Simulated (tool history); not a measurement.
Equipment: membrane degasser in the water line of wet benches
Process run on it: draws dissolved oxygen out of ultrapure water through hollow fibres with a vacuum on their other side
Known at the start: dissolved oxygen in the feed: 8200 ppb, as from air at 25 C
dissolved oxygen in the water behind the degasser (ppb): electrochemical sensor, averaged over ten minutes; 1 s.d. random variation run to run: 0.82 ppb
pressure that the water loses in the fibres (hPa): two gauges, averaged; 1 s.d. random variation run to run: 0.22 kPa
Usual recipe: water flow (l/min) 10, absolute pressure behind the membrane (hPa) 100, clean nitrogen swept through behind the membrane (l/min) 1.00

| run | hour | water flow (l/min) | absolute pressure behind the membrane (hPa) | clean nitrogen swept through behind the membrane (l/min) | dissolved oxygen in the water behind the degasser (ppb) | pressure that the water loses in the fibres (hPa) |
|---|---|---|---|---|---|---|
| 1 | 0.0 | 10 | 100 | 1.00 | 164.5 | 530.9 |
| 2 | 99.1 | 10 | 100 | 1.00 | 164.3 | 535.4 |
| 3 | 232.3 | 10 | 100 | 1.00 | 163.4 | 534.1 |
| 4 | 384.3 | 10 | 100 | 1.00 | 164.2 | 534.2 |
| 5 | 469.3 | 10 | 100 | 1.00 | 164.6 | 534.5 |
| 6 | 567.9 | 10 | 101 | 1.00 | 167.3 | 534.0 |
| 7 | 697.1 | 10 | 101 | 1.00 | 167.4 | 533.6 |
| 8 | 850.4 | 10 | 101 | 1.00 | 166.2 | 535.9 |
| 9 | 966.7 | 10 | 206 | 1.18 | 346.2 | 531.6 |
| 10 | 1045.7 | 15 | 132 | 1.65 | 242.8 | 799.5 |
| 11 | 1154.3 | 15 | 85 | 0.59 | 316.2 | 799.2 |
| 12 | 1232.5 | 9 | 100 | 1.00 | 147.7 | 478.4 |

Consider 4 possible next runs. They are alternatives, not a sequence: every one starts from the tool as it was left by run 12. What does each give?
| A | 1319.8 | 7 | 100 | 1.00 | ? | ? |
| B | 1319.8 | 9 | 126 | 1.00 | ? | ? |
| C | 1319.8 | 10 | 190 | 1.00 | ? | ? |
| D | 1319.8 | 9 | 137 | 1.25 | ? | ? |

| run | dissolved oxygen in the water behind the degasser (ppb) | pressure that the water loses in the fibres (hPa) |
|---|---|---|
| A | 114.6 | 373.3 |
| B | 200.4 | 484.3 |
| C | 364.4 | 536.8 |
| D | 182.3 | 482.9 |
What these runs would have given with no unlogged condition in the tool:
| run | dissolved oxygen in the water behind the degasser (ppb) | pressure that the water loses in the fibres (hPa) |
|---|---|---|
| A | 114.4 | 373.2 |
| B | 200.1 | 484.1 |
| C | 364.0 | 536.6 |
| D | 182.0 | 482.7 |
